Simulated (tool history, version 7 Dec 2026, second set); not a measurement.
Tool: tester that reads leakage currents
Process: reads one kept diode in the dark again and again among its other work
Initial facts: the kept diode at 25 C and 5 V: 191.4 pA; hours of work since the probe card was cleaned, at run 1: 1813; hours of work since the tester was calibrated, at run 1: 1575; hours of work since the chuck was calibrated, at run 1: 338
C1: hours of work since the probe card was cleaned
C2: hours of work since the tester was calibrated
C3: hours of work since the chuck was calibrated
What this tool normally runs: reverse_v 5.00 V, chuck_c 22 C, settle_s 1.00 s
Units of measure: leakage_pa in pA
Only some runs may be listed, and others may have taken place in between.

{"run": 1, "hour": 0.0, "reverse_v": 5.0, "chuck_c": 22, "settle_s": 1.0, "C1": 1813, "C2": 1575, "C3": 338, "leakage_pa": 156.16}
{"run": 2, "hour": 110.4, "reverse_v": 5.0, "chuck_c": 22, "settle_s": 1.0, "C1": 1857, "C2": 1620, "C3": 383, "leakage_pa": 155.28}
{"run": 3, "hour": 197.5, "reverse_v": 5.0, "chuck_c": 32, "settle_s": 1.0, "C1": 1892, "C2": 1655, "C3": 418, "leakage_pa": 344.21}
{"run": 4, "hour": 404.2, "reverse_v": 5.0, "chuck_c": 27, "settle_s": 1.0, "C1": 1976, "C2": 1738, "C3": 501, "leakage_pa": 231.48}
{"run": 5, "hour": 499.4, "reverse_v": 5.0, "chuck_c": 27, "settle_s": 1.0, "C1": 2014, "C2": 1777, "C3": 539, "leakage_pa": 231.67}
{"run": 6, "hour": 613.4, "reverse_v": 5.0, "chuck_c": 27, "settle_s": 1.0, "C1": 2060, "C2": 1822, "C3": 585, "leakage_pa": 230.78}
{"run": 7, "hour": 803.5, "reverse_v": 5.0, "chuck_c": 27, "settle_s": 1.0, "C1": 2136, "C2": 1899, "C3": 662, "leakage_pa": 230.49}
{"run": 8, "hour": 909.9, "reverse_v": 5.0, "chuck_c": 45, "settle_s": 1.0, "C1": 2179, "C2": 1942, "C3": 704, "leakage_pa": 912.93}
{"run": 9, "hour": 1011.7, "reverse_v": 5.0, "chuck_c": 45, "settle_s": 1.0, "C1": 2220, "C2": 1983, "C3": 745, "leakage_pa": 911.01}
{"hour": 1051.0, "done": "probe card cleaned and baked"}
{"run": 10, "hour": 1140.1, "reverse_v": 5.0, "chuck_c": 45, "settle_s": 1.0, "C1": 36, "C2": 2033, "C3": 796, "leakage_pa": 903.31}
{"run": 11, "hour": 1292.4, "reverse_v": 5.0, "chuck_c": 45, "settle_s": 1.0, "C1": 97, "C2": 2095, "C3": 857, "leakage_pa": 896.87}
{"run": 12, "hour": 1400.5, "reverse_v": 5.0, "chuck_c": 45, "settle_s": 1.0, "C1": 141, "C2": 2138, "C3": 901, "leakage_pa": 889.11}
{"run": 13, "hour": 1516.9, "reverse_v": 5.0, "chuck_c": 22, "settle_s": 1.0, "C1": 188, "C2": 2185, "C3": 948, "leakage_pa": 140.41}
{"run": 14, "hour": 1691.1, "reverse_v": 5.0, "chuck_c": 22, "settle_s": 1.0, "C1": 258, "C2": 2255, "C3": 1018, "leakage_pa": 140.7}
{"run": 15, "hour": 1896.7, "reverse_v": 5.0, "chuck_c": 22, "settle_s": 1.0, "C1": 341, "C2": 2338, "C3": 1101, "leakage_pa": 139.53}
{"run": 16, "hour": 1988.1, "reverse_v": 5.0, "chuck_c": 22, "settle_s": 1.0, "C1": 377, "C2": 2375, "C3": 1137, "leakage_pa": 139.09}
{"run": 17, "hour": 2130.8, "reverse_v": 3.24, "chuck_c": 22, "settle_s": 1.0, "C1": 435, "C2": 2432, "C3": 1195, "leakage_pa": 108.0}
{"run": 18, "hour": 2312.0, "reverse_v": 3.24, "chuck_c": 22, "settle_s": 1.0, "C1": 508, "C2": 2505, "C3": 1268, "leakage_pa": 108.1}
{"run": 19, "hour": 2399.7, "reverse_v": 3.24, "chuck_c": 22, "settle_s": 1.0, "C1": 543, "C2": 2541, "C3": 1303, "leakage_pa": 107.23}
{"run": 20, "hour": 2507.6, "reverse_v": 3.56, "chuck_c": 22, "settle_s": 1.0, "C1": 587, "C2": 2584, "C3": 1347, "leakage_pa": 112.94}
{"run": 21, "hour": 2608.2, "reverse_v": 8.99, "chuck_c": 57, "settle_s": 1.07, "C1": 627, "C2": 2625, "C3": 1387, "leakage_pa": 2896.4}
{"run": 22, "hour": 2785.8, "reverse_v": 3.71, "chuck_c": 22, "settle_s": 6.78, "C1": 699, "C2": 2696, "C3": 1459, "leakage_pa": 115.52}
{"run": 23, "hour": 2954.7, "reverse_v": 1.6, "chuck_c": 41, "settle_s": 2.73, "C1": 767, "C2": 2764, "C3": 1527, "leakage_pa": 330.6}
{"run": 24, "hour": 3041.2, "reverse_v": 4.2, "chuck_c": 22, "settle_s": 8.77, "C1": 801, "C2": 2799, "C3": 1562, "leakage_pa": 123.17}
{"run": 25, "hour": 3160.6, "reverse_v": 1.94, "chuck_c": 22, "settle_s": 1.15, "C1": 849, "C2": 2847, "C3": 1610, "leakage_pa": 78.41}
{"run": 26, "hour": 3325.8, "reverse_v": 1.94, "chuck_c": 22, "settle_s": 1.15, "C1": 916, "C2": 2913, "C3": 1676, "leakage_pa": 78.48}
{"run": 27, "hour": 3413.3, "reverse_v": 10.14, "chuck_c": 52, "settle_s": 1.57, "C1": 951, "C2": 2949, "C3": 1711, "leakage_pa": 2127.26}
{"run": 28, "hour": 3545.2, "reverse_v": 10.14, "chuck_c": 52, "settle_s": 1.57, "C1": 1004, "C2": 3002, "C3": 1764, "leakage_pa": 2133.7}
{"run": 29, "hour": 3717.9, "reverse_v": 15.61, "chuck_c": 22, "settle_s": 1.39, "C1": 1074, "C2": 3071, "C3": 1834, "leakage_pa": 270.74}
{"run": 30, "hour": 3831.9, "reverse_v": 13.37, "chuck_c": 45, "settle_s": 1.39, "C1": 1120, "C2": 3117, "C3": 1880, "leakage_pa": 1490.65}
{"run": 31, "hour": 3949.5, "reverse_v": 13.37, "chuck_c": 45, "settle_s": 1.39, "C1": 1167, "C2": 3165, "C3": 1927, "leakage_pa": 1487.56}
{"hour": 4070.9, "done": "chuck's temperature calibrated"}
{"run": 32, "hour": 4129.3, "reverse_v": 13.37, "chuck_c": 40, "settle_s": 1.71, "C1": 1239, "C2": 3236, "C3": 24, "leakage_pa": 1176.14}
{"run": 33, "hour": 4275.2, "reverse_v": 13.37, "chuck_c": 40, "settle_s": 1.71, "C1": 1298, "C2": 3295, "C3": 82, "leakage_pa": 1175.27}
{"run": 34, "hour": 4402.8, "reverse_v": 5.0, "chuck_c": 54, "settle_s": 1.0, "C1": 1349, "C2": 3346, "C3": 134, "leakage_pa": 1821.99}
{"run": 35, "hour": 4559.1, "reverse_v": 5.0, "chuck_c": 54, "settle_s": 1.0, "C1": 1412, "C2": 3409, "C3": 197, "leakage_pa": 1826.14}
{"run": 36, "hour": 4718.2, "reverse_v": 1.35, "chuck_c": 56, "settle_s": 1.01, "C1": 1476, "C2": 3473, "C3": 261, "leakage_pa": 982.26}
{"run": 37, "hour": 4849.5, "reverse_v": 3.86, "chuck_c": 56, "settle_s": 1.6, "C1": 1529, "C2": 3526, "C3": 314, "leakage_pa": 1785.56}
{"run": 38, "hour": 5042.1, "reverse_v": 13.08, "chuck_c": 22, "settle_s": 0.74, "C1": 1606, "C2": 3604, "C3": 391, "leakage_pa": 281.88}
{"run": 39, "hour": 5146.8, "reverse_v": 13.08, "chuck_c": 22, "settle_s": 0.74, "C1": 1648, "C2": 3646, "C3": 433, "leakage_pa": 281.76}
{"run": 40, "hour": 5273.5, "reverse_v": 13.08, "chuck_c": 22, "settle_s": 0.74, "C1": 1700, "C2": 3697, "C3": 484, "leakage_pa": 283.2}

Entry by entry between the runs, the difference in hidden state between the last listed run before and the first listed run after:
After run 9, before run 10: probe card cleaned and baked (hour 1051.0)
  stray current of the dirty probe card, pA a volt: 2.545 -> 0.066; current scale over the true one, %: 0.94 -> 0.97; true chuck temperature over the reading, C: -0.74 -> -0.78
  measured minus no-state result, leakage_pa: -29.13 -> -44.73 pA
After run 31, before run 32: chuck's temperature calibrated (hour 4070.9)
  stray current of the dirty probe card, pA a volt: 1.334 -> 1.413; current scale over the true one, %: 1.53 -> 1.57; true chuck temperature over the reading, C: -1.83 -> -0.03
  measured minus no-state result, leakage_pa: -173.07 -> +34.60 pA

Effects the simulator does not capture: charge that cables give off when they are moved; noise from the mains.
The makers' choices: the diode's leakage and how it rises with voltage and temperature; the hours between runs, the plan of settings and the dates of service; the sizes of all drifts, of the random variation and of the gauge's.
